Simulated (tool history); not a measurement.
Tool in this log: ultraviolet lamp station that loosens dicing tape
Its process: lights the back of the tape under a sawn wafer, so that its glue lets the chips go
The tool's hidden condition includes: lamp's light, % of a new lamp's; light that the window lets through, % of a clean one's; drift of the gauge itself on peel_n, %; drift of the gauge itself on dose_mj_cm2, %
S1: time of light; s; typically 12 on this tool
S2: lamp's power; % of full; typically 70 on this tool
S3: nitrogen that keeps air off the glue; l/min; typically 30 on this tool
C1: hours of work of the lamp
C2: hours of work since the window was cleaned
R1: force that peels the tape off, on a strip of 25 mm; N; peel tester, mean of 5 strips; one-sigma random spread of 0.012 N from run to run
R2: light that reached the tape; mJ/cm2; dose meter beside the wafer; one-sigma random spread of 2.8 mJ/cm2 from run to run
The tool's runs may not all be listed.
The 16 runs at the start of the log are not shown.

Run 17, hour 207: usual settings; C1 178; C2 101. Result: R1 0.669 N, R2 363 mJ/cm2.
Run 18, hour 220.2: usual settings but S2 72 % of full; C1 184; C2 107. Result: R1 0.607 N, R2 370 mJ/cm2.
Run 19, hour 234.4: usual settings; C1 191; C2 114. Result: R1 0.665 N, R2 355 mJ/cm2.
Run 20, hour 252.3: usual settings; C1 200; C2 123. Result: R1 0.645 N, R2 361 mJ/cm2.
Run 21, hour 263.5: usual settings; C1 205; C2 128. Result: R1 0.671 N, R2 357 mJ/cm2.
Run 22, hour 274.9: usual settings; C1 211; C2 134. Result: R1 0.651 N, R2 354 mJ/cm2.
Run 23, hour 290.5: usual settings but S1 7 s, S3 24 l/min; C1 218; C2 141. Result: R1 1.753 N, R2 210 mJ/cm2.
Run 24, hour 303.2: usual settings but S1 7 s, S3 24 l/min; C1 224; C2 147. Result: R1 1.789 N, R2 207 mJ/cm2.
Run 25, hour 317.5: usual settings but S1 7 s, S3 24 l/min; C1 231; C2 154. Result: R1 1.726 N, R2 207 mJ/cm2.
Run 26, hour 326.7: usual settings but S1 7 s, S3 24 l/min; C1 236; C2 159. Result: R1 1.775 N, R2 205 mJ/cm2.
Run 27, hour 337.9: usual settings but S1 7 s, S3 24 l/min; C1 241; C2 164. Result: R1 1.775 N, R2 207 mJ/cm2.
Run 28, hour 353.2: usual settings but S1 15 s; C1 248; C2 171. Result: R1 0.459 N, R2 433 mJ/cm2.
Run 29, hour 363.7: usual settings but S1 7 s; C1 253; C2 177. Result: R1 1.645 N, R2 203 mJ/cm2.
Run 30, hour 381.1: usual settings but S1 13 s, S3 12 l/min; C1 262; C2 185. Result: R1 1.074 N, R2 381 mJ/cm2.
Run 31, hour 393.6: usual settings but S1 13 s, S2 86 % of full; C1 268; C2 191. Result: R1 0.411 N, R2 460 mJ/cm2.
Run 32, hour 410.1: usual settings but S1 13 s, S2 86 % of full; C1 276; C2 199. Result: R1 0.407 N, R2 454 mJ/cm2.
Run 33, hour 421.8: usual settings but S1 17 s, S2 98 % of full; C1 281; C2 205. Result: R1 0.255 N, R2 681 mJ/cm2.
Run 34, hour 438.3: usual settings but S1 17 s, S2 98 % of full; C1 289; C2 213. Result: R1 0.253 N, R2 669 mJ/cm2.
Run 35, hour 448.3: usual settings but S1 18 s, S2 97 % of full; C1 294; C2 217. Result: R1 0.256 N, R2 702 mJ/cm2.
Run 36, hour 459.3: usual settings but S3 15 l/min; C1 300; C2 223. Result: R1 1.1 N, R2 342 mJ/cm2.

What will run 37 give?
Run 37, hour 468.3: usual settings but S1 7 s, S3 28 l/min; C1 304; C2 227. Result: R1 ?, R2 ?.

Run 37 gave R1 1.769 N, R2 198 mJ/cm2.
Minus the tool's unlogged condition, the same run would have read R1 1.425 N, R2 232 mJ/cm2.

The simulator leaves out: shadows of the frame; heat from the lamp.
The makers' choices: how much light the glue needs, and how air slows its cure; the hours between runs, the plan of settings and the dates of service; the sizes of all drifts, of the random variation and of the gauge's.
